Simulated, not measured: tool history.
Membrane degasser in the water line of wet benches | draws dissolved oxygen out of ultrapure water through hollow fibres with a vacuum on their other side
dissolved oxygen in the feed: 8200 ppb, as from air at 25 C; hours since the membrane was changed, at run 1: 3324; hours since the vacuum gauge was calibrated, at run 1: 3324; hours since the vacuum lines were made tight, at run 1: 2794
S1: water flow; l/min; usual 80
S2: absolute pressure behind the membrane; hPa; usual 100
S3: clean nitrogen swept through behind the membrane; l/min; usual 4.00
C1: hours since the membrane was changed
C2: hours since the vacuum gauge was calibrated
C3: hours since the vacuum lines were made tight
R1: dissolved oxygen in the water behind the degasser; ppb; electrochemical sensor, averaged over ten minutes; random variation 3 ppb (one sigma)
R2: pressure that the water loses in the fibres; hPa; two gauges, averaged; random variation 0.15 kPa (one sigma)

Run 1, day 0.000: usual settings; C1 3324; C2 3324; C3 2794. Result: R1 397.2 ppb, R2 333.2 hPa.
Run 2, day 4.521: usual settings; C1 3432; C2 3432; C3 2902. Result: R1 398.7 ppb, R2 333.2 hPa.
Run 3, day 10.575: usual settings; C1 3577; C2 3577; C3 3047. Result: R1 389.8 ppb, R2 331.8 hPa.
Run 4, day 14.950: usual settings; C1 3682; C2 3682; C3 3152. Result: R1 397.2 ppb, R2 334.6 hPa.
At day 15.388: vacuum gauge calibrated.
At day 16.025: seals of the vacuum lines changed.
Run 5, day 20.875: usual settings but S2 156 hPa; C1 3822; C2 130; C3 116. Result: R1 621.9 ppb, R2 334.7 hPa.
Run 6, day 27.521: usual settings; C1 3982; C2 289; C3 276. Result: R1 406.6 ppb, R2 337.0 hPa.
Run 7, day 32.346: usual settings; C1 4097; C2 405; C3 392. Result: R1 406.4 ppb, R2 335.2 hPa.
At day 36.871: vacuum gauge calibrated, once more.
Run 8, day 37.967: usual settings but S2 67 hPa; C1 4232; C2 26; C3 526. Result: R1 245.9 ppb, R2 335.8 hPa.
Run 9, day 44.617: usual settings but S2 67 hPa; C1 4391; C2 186; C3 686. Result: R1 246.6 ppb, R2 337.0 hPa.
Run 10, day 51.738: usual settings but S2 67 hPa; C1 4562; C2 357; C3 857. Result: R1 248.6 ppb, R2 335.8 hPa.
Run 11, day 57.146: usual settings but S2 67 hPa; C1 4692; C2 487; C3 986. Result: R1 248.1 ppb, R2 336.6 hPa.

Hidden state or all else? Some run-to-run changes of R1, split into what the settings, what came in and random variation would give without the hidden state, and what is left for the hidden state (with any gauge scatter that isn't in both results):
The hidden state here: membrane still open, %; true pressure behind the membrane over the reading, kPa; air that leaks in behind the membrane, l/min; drift of the gauge itself on oxygen_ppb, %; drift of the gauge itself on loss_of_pressure_kpa, %.
Run 4 -> 5: S2 100 -> 156, vacuum gauge calibrated, seals of the vacuum lines changed. R1 +224.7 ppb: hidden state +7.9, all else +216.8.
Run 7 -> 8: S2 100 -> 67, vacuum gauge calibrated, once more. R1 -160.5 ppb: hidden state -25.5, all else -135.0.

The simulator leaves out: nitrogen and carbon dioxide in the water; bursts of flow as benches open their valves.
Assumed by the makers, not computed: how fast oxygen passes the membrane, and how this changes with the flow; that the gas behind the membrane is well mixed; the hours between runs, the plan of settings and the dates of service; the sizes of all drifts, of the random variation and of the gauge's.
